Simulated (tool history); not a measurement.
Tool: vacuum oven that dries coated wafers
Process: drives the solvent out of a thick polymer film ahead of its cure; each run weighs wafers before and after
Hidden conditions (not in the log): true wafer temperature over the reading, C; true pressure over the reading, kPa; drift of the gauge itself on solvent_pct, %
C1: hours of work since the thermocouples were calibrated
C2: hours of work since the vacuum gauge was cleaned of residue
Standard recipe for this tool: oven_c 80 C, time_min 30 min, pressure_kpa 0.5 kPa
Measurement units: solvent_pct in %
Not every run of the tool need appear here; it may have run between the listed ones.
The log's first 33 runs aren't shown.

{"hour": 1878.0, "done": "vacuum gauge cleaned of residue and calibrated"}
{"run": 34, "hour": 1888.2, "oven_c": 80, "time_min": 22, "pressure_kpa": 0.445, "C1": 226, "C2": 8, "solvent_pct": 3.24}
{"run": 35, "hour": 1943.5, "oven_c": 80, "time_min": 35, "pressure_kpa": 1.297, "C1": 270, "C2": 51, "solvent_pct": 1.59}
{"run": 36, "hour": 2024.0, "oven_c": 80, "time_min": 21, "pressure_kpa": 1.297, "C1": 333, "C2": 115, "solvent_pct": 3.77}
{"run": 37, "hour": 2095.6, "oven_c": 80, "time_min": 21, "pressure_kpa": 1.297, "C1": 389, "C2": 171, "solvent_pct": 3.69}
{"run": 38, "hour": 2168.7, "oven_c": 80, "time_min": 15, "pressure_kpa": 0.5, "C1": 447, "C2": 228, "solvent_pct": 5.52}
{"run": 39, "hour": 2224.0, "oven_c": 80, "time_min": 15, "pressure_kpa": 0.5, "C1": 490, "C2": 272, "solvent_pct": 5.42}
{"run": 40, "hour": 2296.3, "oven_c": 80, "time_min": 15, "pressure_kpa": 0.5, "C1": 547, "C2": 329, "solvent_pct": 5.49}
{"run": 41, "hour": 2359.5, "oven_c": 80, "time_min": 15, "pressure_kpa": 0.5, "C1": 596, "C2": 378, "solvent_pct": 5.5}
{"run": 42, "hour": 2407.5, "oven_c": 80, "time_min": 15, "pressure_kpa": 0.5, "C1": 634, "C2": 416, "solvent_pct": 5.39}
{"run": 43, "hour": 2490.2, "oven_c": 80, "time_min": 17, "pressure_kpa": 0.5, "C1": 699, "C2": 481, "solvent_pct": 4.5}
{"run": 44, "hour": 2525.2, "oven_c": 80, "time_min": 37, "pressure_kpa": 0.5, "C1": 727, "C2": 508, "solvent_pct": 1.02}
{"run": 45, "hour": 2580.1, "oven_c": 80, "time_min": 37, "pressure_kpa": 0.5, "C1": 770, "C2": 552, "solvent_pct": 1.01}
{"run": 46, "hour": 2645.2, "oven_c": 68, "time_min": 15, "pressure_kpa": 0.5, "C1": 821, "C2": 603, "solvent_pct": 10.52}
{"run": 47, "hour": 2703.2, "oven_c": 92, "time_min": 25, "pressure_kpa": 0.45, "C1": 866, "C2": 648, "solvent_pct": 0.4}
{"run": 48, "hour": 2762.6, "oven_c": 86, "time_min": 22, "pressure_kpa": 0.611, "C1": 913, "C2": 695, "solvent_pct": 1.45}

Forecast each of these 3 alternatives for the next run:
{"run": "A", "hour": 2840.4, "oven_c": 83, "time_min": 26, "pressure_kpa": 0.755, "C1": 974, "C2": 756, "solvent_pct": "?"}
{"run": "B", "hour": 2840.4, "oven_c": 84, "time_min": 43, "pressure_kpa": 1.527, "C1": 974, "C2": 756, "solvent_pct": "?"}
{"run": "C", "hour": 2840.4, "oven_c": 78, "time_min": 35, "pressure_kpa": 1.337, "C1": 974, "C2": 756, "solvent_pct": "?"}

run=A solvent_pct=1.55
run=B solvent_pct=0.8
run=C solvent_pct=1.87
What these runs would have given with no unlogged condition in the tool:
run=A solvent_pct=1.86
run=B solvent_pct=0.82
run=C solvent_pct=2.2

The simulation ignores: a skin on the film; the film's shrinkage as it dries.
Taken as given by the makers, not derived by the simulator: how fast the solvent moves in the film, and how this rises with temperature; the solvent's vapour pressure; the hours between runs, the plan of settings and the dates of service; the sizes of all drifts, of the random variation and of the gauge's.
